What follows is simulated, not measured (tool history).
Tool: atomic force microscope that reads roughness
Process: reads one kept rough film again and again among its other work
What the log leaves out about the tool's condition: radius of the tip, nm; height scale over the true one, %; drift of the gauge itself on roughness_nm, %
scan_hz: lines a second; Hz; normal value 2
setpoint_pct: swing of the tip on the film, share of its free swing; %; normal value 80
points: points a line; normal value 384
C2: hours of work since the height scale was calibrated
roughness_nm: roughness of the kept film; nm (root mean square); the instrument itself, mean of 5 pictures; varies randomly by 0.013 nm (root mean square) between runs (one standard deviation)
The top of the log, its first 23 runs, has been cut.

{"hour": 510.7, "done": "new tip fitted"}
{"run": 24, "hour": 540.3, "scan_hz": 2, "setpoint_pct": 80, "points": 965, "pictures with this tip": 35, "C2": 908, "roughness_nm": 2.884}
{"run": 25, "hour": 564.2, "scan_hz": 2, "setpoint_pct": 80, "points": 965, "pictures with this tip": 63, "C2": 919, "roughness_nm": 2.685}
{"run": 26, "hour": 600.6, "scan_hz": 0.92, "setpoint_pct": 80, "points": 756, "pictures with this tip": 106, "C2": 935, "roughness_nm": 2.646}
{"hour": 606.8, "done": "new tip fitted"}
{"run": 27, "hour": 619.4, "scan_hz": 1.26, "setpoint_pct": 66, "points": 299, "pictures with this tip": 15, "C2": 944, "roughness_nm": 3.212}
{"run": 28, "hour": 654.2, "scan_hz": 2.54, "setpoint_pct": 63, "points": 932, "pictures with this tip": 56, "C2": 959, "roughness_nm": 2.92}
{"run": 29, "hour": 672.5, "scan_hz": 2.54, "setpoint_pct": 63, "points": 932, "pictures with this tip": 77, "C2": 968, "roughness_nm": 2.78}
{"run": 30, "hour": 689.5, "scan_hz": 2.54, "setpoint_pct": 63, "points": 932, "pictures with this tip": 97, "C2": 976, "roughness_nm": 2.683}
{"hour": 702.7, "done": "new tip fitted"}
{"run": 31, "hour": 726.4, "scan_hz": 2, "setpoint_pct": 72, "points": 312, "pictures with this tip": 28, "C2": 992, "roughness_nm": 2.976}
{"run": 32, "hour": 753.0, "scan_hz": 2, "setpoint_pct": 72, "points": 371, "pictures with this tip": 60, "C2": 1004, "roughness_nm": 2.773}
{"run": 33, "hour": 776.4, "scan_hz": 3.05, "setpoint_pct": 72, "points": 621, "pictures with this tip": 87, "C2": 1015, "roughness_nm": 2.541}
{"hour": 797.4, "done": "new tip fitted"}
{"run": 34, "hour": 805.7, "scan_hz": 0.89, "setpoint_pct": 80, "points": 781, "pictures with this tip": 9, "C2": 1028, "roughness_nm": 3.242}
{"run": 35, "hour": 822.3, "scan_hz": 0.89, "setpoint_pct": 61, "points": 297, "pictures with this tip": 29, "C2": 1036, "roughness_nm": 3.133}
{"run": 36, "hour": 847.5, "scan_hz": 3.53, "setpoint_pct": 70, "points": 384, "pictures with this tip": 59, "C2": 1047, "roughness_nm": 2.673}
{"run": 37, "hour": 874.0, "scan_hz": 0.63, "setpoint_pct": 87, "points": 342, "pictures with this tip": 90, "C2": 1059, "roughness_nm": 2.702}
{"hour": 892.5, "done": "new tip fitted"}
{"run": 38, "hour": 910.9, "scan_hz": 0.63, "setpoint_pct": 78, "points": 342, "pictures with this tip": 22, "C2": 1076, "roughness_nm": 3.178}

Branching from run 38: 5 alternative next runs. What would each branch give?
{"run": "A", "hour": 946.7, "scan_hz": 0.63, "setpoint_pct": 78, "points": 319, "pictures with this tip": 64, "C2": 1092, "roughness_nm": "?"}
{"run": "B", "hour": 946.7, "scan_hz": 1.04, "setpoint_pct": 85, "points": 384, "pictures with this tip": 64, "C2": 1092, "roughness_nm": "?"}
{"run": "C", "hour": 946.7, "scan_hz": 0.63, "setpoint_pct": 78, "points": 283, "pictures with this tip": 64, "C2": 1092, "roughness_nm": "?"}
{"run": "D", "hour": 946.7, "scan_hz": 1.16, "setpoint_pct": 78, "points": 471, "pictures with this tip": 64, "C2": 1092, "roughness_nm": "?"}
{"run": "E", "hour": 946.7, "scan_hz": 1.3, "setpoint_pct": 59, "points": 342, "pictures with this tip": 64, "C2": 1092, "roughness_nm": "?"}

run=A roughness_nm=2.894
run=B roughness_nm=2.793
run=C roughness_nm=2.873
run=D roughness_nm=2.86
run=E roughness_nm=2.937
The same runs, with their run-to-run variation unchanged, on a tool lacking any hidden condition would have given:
run=A roughness_nm=3.371
run=B roughness_nm=3.254
run=C roughness_nm=3.347
run=D roughness_nm=3.332
run=E roughness_nm=3.419

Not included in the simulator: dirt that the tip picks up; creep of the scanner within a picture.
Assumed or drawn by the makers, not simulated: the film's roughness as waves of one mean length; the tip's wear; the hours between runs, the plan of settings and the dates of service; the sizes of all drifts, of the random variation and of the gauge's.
